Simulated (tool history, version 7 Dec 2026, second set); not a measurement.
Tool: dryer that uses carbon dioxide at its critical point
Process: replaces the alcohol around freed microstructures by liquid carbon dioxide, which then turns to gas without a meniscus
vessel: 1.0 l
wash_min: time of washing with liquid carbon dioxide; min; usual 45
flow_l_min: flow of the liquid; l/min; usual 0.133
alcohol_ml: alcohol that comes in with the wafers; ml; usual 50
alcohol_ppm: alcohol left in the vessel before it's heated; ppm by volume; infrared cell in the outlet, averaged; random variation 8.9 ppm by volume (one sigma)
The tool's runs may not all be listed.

run	hour	wash_min	flow_l_min	alcohol_ml	alcohol_ppm
1	0.0	45	0.133	50	896
2	15.0	45	0.133	50	909
3	41.9	45	0.133	50	895
4	56.3	45	0.133	50	914
5	70.3	29	0.133	50	3661
6	83.9	33	0.133	50	2535
7	105.2	33	0.133	28	1499
8	133.1	33	0.133	28	1554
9	155.2	33	0.133	28	1535
10	171.0	33	0.133	28	1560
11	185.9	33	0.133	28	1571
12	197.8	33	0.133	28	1602
13	211.3	45	0.133	50	1043
14	232.4	45	0.133	50	1051
# hour 247.1: inlet filter changed
15	248.7	45	0.134	50	614
16	267.3	45	0.134	50	644
17	289.5	45	0.134	50	642
18	302.1	55	0.134	50	333
19	317.3	55	0.134	50	338
20	330.4	55	0.134	50	354
21	348.6	45	0.133	50	661
22	369.6	45	0.133	50	718
23	383.2	45	0.133	50	721
24	400.5	45	0.133	50	720
25	427.3	62	0.170	52	194
26	448.9	34	0.152	52	1282
27	463.6	71	0.152	23	185
28	475.6	32	0.133	68	3054
29	495.4	32	0.105	27	2504
30	512.8	32	0.105	27	2482
31	529.6	32	0.105	27	2537
32	556.8	32	0.105	27	2519
33	577.0	32	0.105	27	2567
34	592.4	32	0.104	27	2596
35	620.3	32	0.104	27	2713
36	637.4	43	0.133	26	611
37	665.1	43	0.133	26	648
38	688.1	45	0.154	22	362
39	699.5	45	0.154	22	368
40	713.2	45	0.154	22	386
41	730.5	45	0.154	22	371
42	753.2	45	0.154	22	387
43	768.1	45	0.154	22	398
44	795.7	45	0.154	22	405
45	822.1	45	0.154	22	399
# hour 835.6: purifier's bed changed
46	846.9	43	0.137	50	858

Some steps in alcohol_ppm between neighbouring runs. How much of each would the tool show without its hidden state too (settings, what came in, random variation), and how much is left for the hidden state, with any gauge scatter that isn't in both results?
The hidden state here: flow that reaches the vessel past the clogged filter, %; alcohol in the recycled carbon dioxide, ppm; drift of the gauge itself on alcohol_ppm, %.
Run 4 -> 5: wash_min 45 -> 29. alcohol_ppm +2747 ppm by volume: hidden state +696, all else +2051.
Run 14 -> 15: flow_l_min 0.133 -> 0.134, inlet filter changed. alcohol_ppm -437 ppm by volume: hidden state -417, all else -20.
Run 27 -> 28: wash_min 71 -> 32, flow_l_min 0.152 -> 0.133, alcohol_ml 23 -> 68. alcohol_ppm +2869 ppm by volume: hidden state +359, all else +2510.
Run 35 -> 36: wash_min 32 -> 43, flow_l_min 0.104 -> 0.133, alcohol_ml 27 -> 26. alcohol_ppm -2102 ppm by volume: hidden state -276, all else -1826.

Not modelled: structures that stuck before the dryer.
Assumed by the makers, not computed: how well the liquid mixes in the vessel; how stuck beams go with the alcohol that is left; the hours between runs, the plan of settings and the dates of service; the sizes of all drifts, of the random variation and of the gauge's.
